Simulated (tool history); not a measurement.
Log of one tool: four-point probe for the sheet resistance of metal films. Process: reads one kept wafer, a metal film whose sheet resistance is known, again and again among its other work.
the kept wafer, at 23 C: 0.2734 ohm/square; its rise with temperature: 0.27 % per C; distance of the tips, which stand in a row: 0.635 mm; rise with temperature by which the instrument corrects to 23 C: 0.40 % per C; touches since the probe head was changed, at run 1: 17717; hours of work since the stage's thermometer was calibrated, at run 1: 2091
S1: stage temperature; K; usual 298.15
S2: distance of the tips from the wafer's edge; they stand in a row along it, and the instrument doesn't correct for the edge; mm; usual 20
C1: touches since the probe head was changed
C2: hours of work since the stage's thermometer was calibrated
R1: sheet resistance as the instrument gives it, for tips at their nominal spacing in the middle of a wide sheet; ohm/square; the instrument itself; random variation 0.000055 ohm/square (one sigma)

run,hour,S1,S2,C1,C2,R1
1,0,298.15,20,17717,2091,0.272696
2,14.1,292.15,20,18214,2100,0.274586
3,20.9,298.15,20,18456,2105,0.272687
4,35.4,294.15,20,18966,2114,0.273993
5,45.7,295.15,20,19329,2121,0.273694
6,61.3,298.15,20,19881,2131,0.27256
7,69.2,298.15,20,20159,2137,0.272505
8,80.6,298.15,19,20564,2144,0.272496
9,91.8,298.15,19,20957,2151,0.272545
10,105.5,298.15,19,21443,2160,0.272566
11,117.9,298.15,20,21879,2169,0.272476
12,129.9,298.15,7,22302,2176,0.273657
# hour 131.8: stage's thermometer calibrated
13,141.1,298.15,7,22682,6,0.273773
14,153.8,298.15,7,23129,14,0.273669
15,160.8,296.15,20,23374,19,0.273331
16,171.6,296.15,20,23758,26,0.273405
17,180.6,298.15,13,24074,32,0.272801
18,193.8,298.15,13,24540,41,0.272903
19,202.1,298.15,20,24833,46,0.272778
# hour 208.9: stage's thermometer calibrated, once more
20,218.6,298.15,20,25399,6,0.272176
21,225.8,298.15,20,25652,11,0.272148
22,241.9,298.15,11,26222,22,0.272462
23,252.9,298.15,11,26608,29,0.272478
24,263.4,306.15,20,26979,36,0.269626
25,273.5,302.15,5,27337,42,0.273092
26,287.2,301.15,6,27820,51,0.272678
27,293.8,301.15,6,28052,56,0.272652
28,307.7,306.15,20,28542,65,0.26961
29,318.6,296.15,24,28930,72,0.272717
30,330.4,296.15,24,29344,80,0.272886
31,338.5,305.15,39,29632,85,0.269771
32,348.8,303.15,12,29994,92,0.270745
33,355.7,301.15,28,30240,96,0.271073
34,366.3,296.15,20,30612,103,0.272871
35,374.1,305.15,13,30889,108,0.270114
36,384.2,296.15,4,31243,115,0.276364
37,397.9,296.15,4,31729,124,0.27634
38,410.3,296.15,4,32164,132,0.276293
39,417.9,293.15,3,32434,137,0.280113
40,432.6,303.15,43,32951,147,0.27034
41,440.1,303.15,43,33218,152,0.270278
42,452.6,295.15,7,33658,160,0.274257
43,459.4,294.15,49,33900,164,0.273403
44,473.8,294.15,49,34406,174,0.273323
45,485,294.15,49,34801,181,0.273402

Forecast each of these 4 alternatives for the next run:
A,494.6,301.15,49,35140,187,?
B,494.6,294.15,6,35140,187,?
C,494.6,297.15,4,35140,187,?
D,494.6,304.15,27,35140,187,?

run,R1
A,0.270926
B,0.274948
C,0.275919
D,0.27015
Without the tool's hidden state the same runs would have given:
run,R1
A,0.271706
B,0.275738
C,0.276712
D,0.270929
